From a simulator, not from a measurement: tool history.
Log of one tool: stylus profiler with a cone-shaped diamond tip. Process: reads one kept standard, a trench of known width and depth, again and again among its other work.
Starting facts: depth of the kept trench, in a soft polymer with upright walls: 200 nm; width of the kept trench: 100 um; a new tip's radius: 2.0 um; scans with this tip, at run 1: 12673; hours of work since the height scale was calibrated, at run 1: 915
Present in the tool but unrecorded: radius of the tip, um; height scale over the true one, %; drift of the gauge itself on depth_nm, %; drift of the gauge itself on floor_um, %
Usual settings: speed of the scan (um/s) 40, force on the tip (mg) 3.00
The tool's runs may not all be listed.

run	hour	speed of the scan (um/s)	force on the tip (mg)	scans with this tip	hours of work since the height scale was calibrated	depth of the trench (nm)	width of the trench's floor (nm)
1	0.0	40	3.00	12673	915	203.04	98070
2	12.1	40	3.00	12766	922	202.88	98090
3	27.2	40	3.95	12883	930	203.34	98100
4	52.0	40	3.00	13075	944	202.99	98070
5	71.6	40	3.00	13227	955	202.94	98080
6	91.4	103	3.00	13380	966	203.04	97750
7	115.6	103	3.00	13568	980	203.14	97820
8	133.2	103	3.00	13705	990	202.99	97840
9	157.3	125	3.00	13891	1003	202.83	97670
10	175.4	47	3.00	14031	1013	202.99	98050
11	192.7	16	3.00	14166	1023	203.00	98170
12	205.3	40	3.00	14263	1030	202.98	98030
13	227.8	40	3.00	14438	1043	202.81	98090
14	255.0	40	3.00	14648	1058	202.79	98060
15	283.6	40	3.00	14870	1074	202.86	98110
16	301.4	40	3.46	15008	1084	203.18	98100
17	327.3	40	3.46	15208	1098	203.17	98030
18	351.6	40	3.46	15396	1112	203.12	98110
19	376.7	67	6.34	15591	1126	204.88	98040
20	393.5	67	6.34	15721	1135	204.83	98000
21	416.3	46	3.50	15898	1148	203.28	98030
22	442.4	46	3.50	16100	1163	203.23	98030
23	460.5	46	3.50	16240	1173	203.19	98030
24	486.3	37	3.00	16440	1187	202.91	98090
25	512.1	10	3.00	16640	1202	202.60	98270
26	540.8	10	3.00	16863	1218	202.74	98210
27	565.7	39	3.00	17056	1232	203.03	98080
28	586.3	22	6.34	17215	1243	204.55	98140
29	605.0	40	4.23	17360	1254	203.67	98080
30	631.8	33	2.31	17568	1269	202.45	98090
31	650.7	25	3.00	17714	1279	202.91	98110
32	677.3	33	1.13	17919	1294	201.52	97990
33	695.0	40	3.76	18057	1304	203.37	98090

What if the next run were any one of these 3? Each begins from the tool's condition after run 33:
A	714.7	40	2.81	18209	1315	?	?
B	714.7	25	2.66	18209	1315	?	?
C	714.7	10	3.39	18209	1315	?	?

run	depth of the trench (nm)	width of the trench's floor (nm)
A	202.65	98050
B	202.42	98180
C	203.15	98180
Without the tool's hidden state the same runs would have given:
run	depth of the trench (nm)	width of the trench's floor (nm)
A	202.67	98060
B	202.43	98190
C	203.16	98190
